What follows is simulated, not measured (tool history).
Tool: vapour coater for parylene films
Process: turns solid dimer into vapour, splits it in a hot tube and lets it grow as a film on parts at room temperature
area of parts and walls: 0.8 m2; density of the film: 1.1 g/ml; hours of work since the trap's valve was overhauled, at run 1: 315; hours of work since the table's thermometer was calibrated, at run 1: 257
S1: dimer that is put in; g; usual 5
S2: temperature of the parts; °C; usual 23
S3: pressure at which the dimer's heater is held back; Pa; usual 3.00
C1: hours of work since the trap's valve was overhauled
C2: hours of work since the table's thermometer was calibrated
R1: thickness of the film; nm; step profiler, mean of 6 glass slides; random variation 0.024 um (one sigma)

| run | day | S1 | S2 | S3 | C1 | C2 | R1 |
|---|---|---|---|---|---|---|---|
| 1 | 0.000 | 5 | 23 | 3.00 | 315 | 257 | 3060 |
| 2 | 0.350 | 5 | 23 | 4.84 | 321 | 263 | 2710 |
| 3 | 0.788 | 5 | 23 | 4.84 | 329 | 270 | 2700 |
| 4 | 1.225 | 5 | 33 | 4.84 | 336 | 278 | 2260 |
| 5 | 1.758 | 5 | 23 | 10.78 | 345 | 287 | 2220 |
| 6 | 2.317 | 5 | 23 | 10.78 | 355 | 297 | 2250 |
| 7 | 2.696 | 5 | 23 | 10.78 | 361 | 303 | 2250 |
| 8 | 3.242 | 5 | 23 | 10.78 | 370 | 312 | 2270 |
| 9 | 4.012 | 5 | 23 | 10.78 | 384 | 325 | 2210 |
|  | 4.242 | trap's valve overhauled |
| 10 | 4.750 | 5 | 23 | 10.78 | 9 | 335 | 2140 |
| 11 | 5.221 | 5 | 23 | 10.78 | 17 | 343 | 2120 |
| 12 | 5.708 | 5 | 23 | 10.78 | 25 | 352 | 2150 |
| 13 | 6.429 | 7 | 21 | 4.92 | 37 | 364 | 3710 |
| 14 | 7.254 | 5 | 21 | 4.42 | 51 | 378 | 2730 |
| 15 | 7.846 | 5 | 21 | 4.42 | 61 | 388 | 2740 |
|  | 8.825 | trap's valve overhauled, once more |
| 16 | 8.842 | 5 | 31 | 3.00 | 0 | 402 | 2740 |
| 17 | 9.546 | 5 | 23 | 2.31 | 12 | 414 | 3400 |
| 18 | 10.283 | 5 | 23 | 2.31 | 25 | 427 | 3350 |
| 19 | 10.917 | 5 | 28 | 3.32 | 36 | 438 | 2800 |
| 20 | 11.529 | 6 | 23 | 2.62 | 46 | 448 | 3890 |
| 21 | 12.300 | 6 | 23 | 2.62 | 59 | 461 | 3860 |
| 22 | 12.838 | 3 | 23 | 8.77 | 68 | 470 | 1480 |
| 23 | 13.412 | 3 | 23 | 8.77 | 78 | 480 | 1470 |
| 24 | 14.025 | 3 | 23 | 8.77 | 89 | 491 | 1460 |

The same runs without the tool's hidden state, with the same run-to-run variation:
The hidden state here: vapour lost through the trap's worn valve, %; true temperature of the parts over the reading, C; drift of the gauge itself on film_um, %.
| run | R1 |
|---|---|
| 1 | 3240 |
| 2 | 2870 |
| 3 | 2860 |
| 4 | 2400 |
| 5 | 2360 |
| 6 | 2400 |
| 7 | 2400 |
| 8 | 2420 |
| 9 | 2380 |
| 10 | 2370 |
| 11 | 2350 |
| 12 | 2390 |
| 13 | 4130 |
| 14 | 3050 |
| 15 | 3060 |
| 16 | 2760 |
| 17 | 3440 |
| 18 | 3400 |
| 19 | 2840 |
| 20 | 3960 |
| 21 | 3940 |
| 22 | 1520 |
| 23 | 1510 |
| 24 | 1500 |

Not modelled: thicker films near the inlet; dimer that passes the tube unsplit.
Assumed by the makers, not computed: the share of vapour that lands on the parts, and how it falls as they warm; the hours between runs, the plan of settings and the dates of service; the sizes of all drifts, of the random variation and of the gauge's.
